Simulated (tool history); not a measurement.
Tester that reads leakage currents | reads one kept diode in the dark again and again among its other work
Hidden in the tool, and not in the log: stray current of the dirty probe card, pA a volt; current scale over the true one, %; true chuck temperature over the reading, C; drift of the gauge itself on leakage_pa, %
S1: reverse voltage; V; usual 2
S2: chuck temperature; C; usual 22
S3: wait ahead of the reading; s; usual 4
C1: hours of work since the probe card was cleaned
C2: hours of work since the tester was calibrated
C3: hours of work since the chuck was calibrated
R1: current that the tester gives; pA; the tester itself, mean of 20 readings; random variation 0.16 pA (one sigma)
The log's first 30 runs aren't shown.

{"run": 31, "hour": 4182.6, "S1": 1.24, "S2": 52, "S3": 9.54, "C1": 3489, "C2": 5462, "C3": 1757, "R1": 563.11}
{"run": 32, "hour": 4360.5, "S1": 1.24, "S2": 52, "S3": 9.54, "C1": 3604, "C2": 5577, "C3": 1871, "R1": 561.14}
{"run": 33, "hour": 4477.8, "S1": 15.62, "S2": 20, "S3": 2.66, "C1": 3680, "C2": 5652, "C3": 1947, "R1": 88.32}
{"run": 34, "hour": 4683.8, "S1": 6.98, "S2": 33, "S3": 1.2, "C1": 3813, "C2": 5786, "C3": 2080, "R1": 217.52}
{"run": 35, "hour": 4801.7, "S1": 7.02, "S2": 33, "S3": 1.35, "C1": 3889, "C2": 5862, "C3": 2157, "R1": 218.04}
{"hour": 4926.0, "done": "probe card cleaned and baked"}
{"hour": 4940.5, "done": "tester calibrated"}
{"run": 36, "hour": 4952.2, "S1": 1.36, "S2": 25, "S3": 3.97, "C1": 16, "C2": 8, "C3": 2251, "R1": 56.4}
{"hour": 5108.5, "done": "chuck's temperature calibrated"}
{"run": 37, "hour": 5108.9, "S1": 2, "S2": 22, "S3": 1.08, "C1": 116, "C2": 108, "C3": 0, "R1": 49.19}
{"run": 38, "hour": 5301.3, "S1": 10.35, "S2": 29, "S3": 0.94, "C1": 240, "C2": 232, "C3": 125, "R1": 176.55}
{"run": 39, "hour": 5392.8, "S1": 10.35, "S2": 29, "S3": 0.94, "C1": 299, "C2": 291, "C3": 184, "R1": 177.83}

4 ways to go on from here, each from the tool as it stands after run 39. What would each give?
{"run": "A", "hour": 5531.9, "S1": 10.35, "S2": 26, "S3": 0.94, "C1": 389, "C2": 381, "C3": 274, "R1": "?"}
{"run": "B", "hour": 5531.9, "S1": 2.04, "S2": 22, "S3": 4, "C1": 389, "C2": 381, "C3": 274, "R1": "?"}
{"run": "C", "hour": 5531.9, "S1": 2, "S2": 22, "S3": 1.75, "C1": 389, "C2": 381, "C3": 274, "R1": "?"}
{"run": "D", "hour": 5531.9, "S1": 1.04, "S2": 22, "S3": 2.62, "C1": 389, "C2": 381, "C3": 274, "R1": "?"}

run=A R1=134.14
run=B R1=49.52
run=C R1=49.42
run=D R1=38.16
Without the tool's hidden state the same runs would have given:
run=A R1=134.13
run=B R1=49.52
run=C R1=49.42
run=D R1=38.16
